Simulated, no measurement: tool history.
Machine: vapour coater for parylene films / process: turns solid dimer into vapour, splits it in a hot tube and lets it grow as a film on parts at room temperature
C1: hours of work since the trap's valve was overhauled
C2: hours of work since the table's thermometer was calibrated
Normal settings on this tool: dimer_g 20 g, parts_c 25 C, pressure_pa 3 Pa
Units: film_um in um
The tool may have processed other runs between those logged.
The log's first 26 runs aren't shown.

{"run": 27, "hour": 1203.1, "dimer_g": 9, "parts_c": 22, "pressure_pa": 3, "C1": 224, "C2": 807, "film_um": 6.23}
{"run": 28, "hour": 1246.5, "dimer_g": 20, "parts_c": 25, "pressure_pa": 5.37, "C1": 253, "C2": 836, "film_um": 11.05}
{"hour": 1281.6, "done": "trap's valve overhauled"}
{"run": 29, "hour": 1302.8, "dimer_g": 13, "parts_c": 24, "pressure_pa": 3.41, "C1": 14, "C2": 871, "film_um": 8.81}
{"hour": 1306.7, "done": "table's thermometer calibrated"}
{"run": 30, "hour": 1337.6, "dimer_g": 13, "parts_c": 24, "pressure_pa": 3.41, "C1": 37, "C2": 21, "film_um": 8.75}
{"run": 31, "hour": 1392.6, "dimer_g": 13, "parts_c": 24, "pressure_pa": 3.41, "C1": 74, "C2": 58, "film_um": 8.47}
{"run": 32, "hour": 1445.1, "dimer_g": 20, "parts_c": 18, "pressure_pa": 3, "C1": 110, "C2": 94, "film_um": 14.43}
{"run": 33, "hour": 1503.5, "dimer_g": 20, "parts_c": 18, "pressure_pa": 3, "C1": 150, "C2": 133, "film_um": 13.97}
{"run": 34, "hour": 1548.0, "dimer_g": 12, "parts_c": 25, "pressure_pa": 3, "C1": 180, "C2": 163, "film_um": 7.5}
{"run": 35, "hour": 1573.7, "dimer_g": 15, "parts_c": 25, "pressure_pa": 7.22, "C1": 197, "C2": 181, "film_um": 8.2}
{"hour": 1598.2, "done": "table's thermometer calibrated, once more"}
{"run": 36, "hour": 1622.7, "dimer_g": 29, "parts_c": 25, "pressure_pa": 3, "C1": 230, "C2": 17, "film_um": 17.37}
{"run": 37, "hour": 1668.6, "dimer_g": 20, "parts_c": 22, "pressure_pa": 3, "C1": 261, "C2": 48, "film_um": 13.53}
{"hour": 1688.7, "done": "trap's valve overhauled"}
{"run": 38, "hour": 1698.0, "dimer_g": 20, "parts_c": 25, "pressure_pa": 4.37, "C1": 6, "C2": 65, "film_um": 12.07}
{"run": 39, "hour": 1729.2, "dimer_g": 20, "parts_c": 25, "pressure_pa": 4.37, "C1": 27, "C2": 86, "film_um": 12.21}
{"run": 40, "hour": 1783.1, "dimer_g": 20, "parts_c": 25, "pressure_pa": 4.37, "C1": 64, "C2": 123, "film_um": 12.04}
{"run": 41, "hour": 1833.6, "dimer_g": 25, "parts_c": 21, "pressure_pa": 6.19, "C1": 98, "C2": 157, "film_um": 16.84}
{"run": 42, "hour": 1883.7, "dimer_g": 25, "parts_c": 21, "pressure_pa": 6.19, "C1": 132, "C2": 191, "film_um": 16.87}
{"run": 43, "hour": 1929.9, "dimer_g": 31, "parts_c": 33, "pressure_pa": 9.34, "C1": 163, "C2": 222, "film_um": 11.64}
{"run": 44, "hour": 1965.7, "dimer_g": 32, "parts_c": 25, "pressure_pa": 2.39, "C1": 188, "C2": 246, "film_um": 20.2}
{"run": 45, "hour": 1999.9, "dimer_g": 20, "parts_c": 18, "pressure_pa": 5.57, "C1": 211, "C2": 269, "film_um": 13.91}
{"run": 46, "hour": 2048.0, "dimer_g": 10, "parts_c": 28, "pressure_pa": 7.2, "C1": 243, "C2": 302, "film_um": 4.62}

Below are 3 alternative next runs, each starting from the tool's condition after run 46. Predict each:
{"hour": 2096.3, "done": "trap's valve overhauled"}
{"run": "A", "hour": 2106.1, "dimer_g": 12, "parts_c": 23, "pressure_pa": 10.91, "C1": 7, "C2": 339, "film_um": "?"}
{"hour": 2096.3, "done": "trap's valve overhauled"}
{"run": "B", "hour": 2106.1, "dimer_g": 20, "parts_c": 24, "pressure_pa": 3.23, "C1": 7, "C2": 339, "film_um": "?"}
{"hour": 2096.3, "done": "trap's valve overhauled"}
{"run": "C", "hour": 2106.1, "dimer_g": 10, "parts_c": 25, "pressure_pa": 3, "C1": 7, "C2": 339, "film_um": "?"}

run=A film_um=7.03
run=B film_um=13.38
run=C film_um=6.35
With no hidden state in the tool, these same runs would have given:
run=A film_um=6.94
run=B film_um=13.21
run=C film_um=6.28
